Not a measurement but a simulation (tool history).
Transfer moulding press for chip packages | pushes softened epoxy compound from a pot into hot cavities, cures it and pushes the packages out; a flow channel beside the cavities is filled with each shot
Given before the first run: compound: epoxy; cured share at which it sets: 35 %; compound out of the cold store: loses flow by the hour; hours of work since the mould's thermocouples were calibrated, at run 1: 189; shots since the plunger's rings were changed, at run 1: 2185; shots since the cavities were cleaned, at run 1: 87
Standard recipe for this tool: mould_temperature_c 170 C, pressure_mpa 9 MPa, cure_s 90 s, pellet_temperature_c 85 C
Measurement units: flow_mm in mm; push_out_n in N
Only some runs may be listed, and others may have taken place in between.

run   hour  mould_temperature_c  pressure_mpa  cure_s  pellet_temperature_c  hours of work since the mould's thermocouples were calibrated  shots since the plunger's rings were changed  shots since the cavities were cleaned  incoming compound's hours out of the cold store  flow_mm  push_out_n
  1      0                  170             9      90                    85                                                            189                                          2185                                     87                                              9.9      981         403
  2   16.7                  170             9      90                    85                                                            201                                          2451                                    353                                             16.8      946         471
      27.9  -- cavities cleaned with cleaning compound and waxed
  3   33.8                  170             9      96                    85                                                            212                                          2701                                     95                                             35.1      900         366
  4   42.4                  170             9      90                    85                                                            219                                          2838                                    232                                             24.4      924         448
      60.7  -- cavities cleaned with cleaning compound and waxed
  5   62.2                  170             9      90                    75                                                            232                                          3130                                     24                                             41.7      876         362
  6   83.1                  170             9     120                    75                                                            248                                          3464                                    358                                             10.8      949         380
      93.6  -- cavities cleaned with cleaning compound and waxed
  7  104.3                  170             9     120                    75                                                            262                                          3778                                    171                                               27      899         341
  8  122.5                  170          9.46      90                    85                                                            275                                          4068                                    461                                             24.6      928         499
     127.1  -- cavities cleaned with cleaning compound and waxed
  9  141.6                  170          9.46      90                    85                                                            288                                          4350                                    232                                             34.6      903         426
 10  155.4                  170          9.46     123                    85                                                            298                                          4569                                    451                                             12.1      967         374
     161.2  -- cavities cleaned with cleaning compound and waxed
 11  168.7                  170         10.99     123                    85                                                            307                                          4759                                    120                                             44.5      933         338
 12  185.9                  170         10.99     123                    85                                                            320                                          5033                                    394                                             33.9      960         377
     193.8  -- cavities cleaned with cleaning compound and waxed
 13  197.4                  170         10.99     123                    85                                                            327                                          5192                                     57                                             36.9      947         314
 14    207                  170          9.55     123                    85                                                            334                                          5345                                    210                                             33.8      886         356
     226.4  -- cavities cleaned with cleaning compound and waxed
 15  227.2                  170          9.55     123                    85                                                            348                                          5644                                     12                                             12.1      933         299
 16  243.2                  165          9.55      89                    93                                                            359                                          5899                                    267                                             26.4      924         618
       259  -- cavities cleaned with cleaning compound and waxed
 17  263.8                  170             9      90                    79                                                            373                                          6205                                     78                                             26.1      876         411
 18  276.2                  170             9      70                    85                                                            382                                          6403                                    276                                             39.1      835         754
     285.9  -- plunger's sealing rings changed
     294.3  -- cavities cleaned with cleaning compound and waxed
 19  296.9                  170             9      70                    85                                                            395                                           153                                     42                                               38      926         654
 20  310.3                  170             9     101                    93                                                            404                                           366                                    255                                             25.9      944         418
     327.3  -- cavities cleaned with cleaning compound and waxed
 21    329                  172          9.05     106                    89                                                            417                                           641                                     28                                             45.2      890         298
 22    348                  172          9.05     106                    89                                                            431                                           944                                    331                                             46.1      884         375
 23  357.6                  172          9.05      76                    81                                                            438                                          1097                                    484                                             21.7      956         665
     360.2  -- cavities cleaned with cleaning compound and waxed
 24  370.7                  172          9.05      76                    81                                                            447                                          1283                                    168                                             32.2      922         533
 25  383.2                  170             9      97                    75                                                            456                                          1482                                    367                                             36.2      905         440
     393.2  -- cavities cleaned with cleaning compound and waxed
 26  396.2                  172             9      90                    91                                                            464                                          1666                                     48                                             24.3      924         362
 27  415.7                  172          9.26      90                    91                                                            478                                          1977                                    359                                             30.7      922         446
     427.3  -- cavities cleaned with cleaning compound and waxed
 28  429.8                  170          6.95      90                    85                                                            488                                          2178                                     40                                             19.7      834         384

Predict each of these 4 candidate next runs independently; none follows another, all start after run 28:
  A  439.8                  170          7.23     121                    79                                                            495                                          2338                                    200                                             12.9        ?           ?
  B  439.8                  170          7.55      89                    85                                                            495                                          2338                                    200                                             32.3        ?           ?
  C  439.8                  165             9     127                    85                                                            495                                          2338                                    200                                             43.8        ?           ?
  D  439.8                  163          9.79      90                    85                                                            495                                          2338                                    200                                             17.1        ?           ?

run  flow_mm  push_out_n
  A      868         347
  B      831         430
  C      907         367
  D     1023         700
Without the tool's hidden state the same runs would have given:
run  flow_mm  push_out_n
  A      900         296
  B      861         360
  C      940         311
  D     1059         578
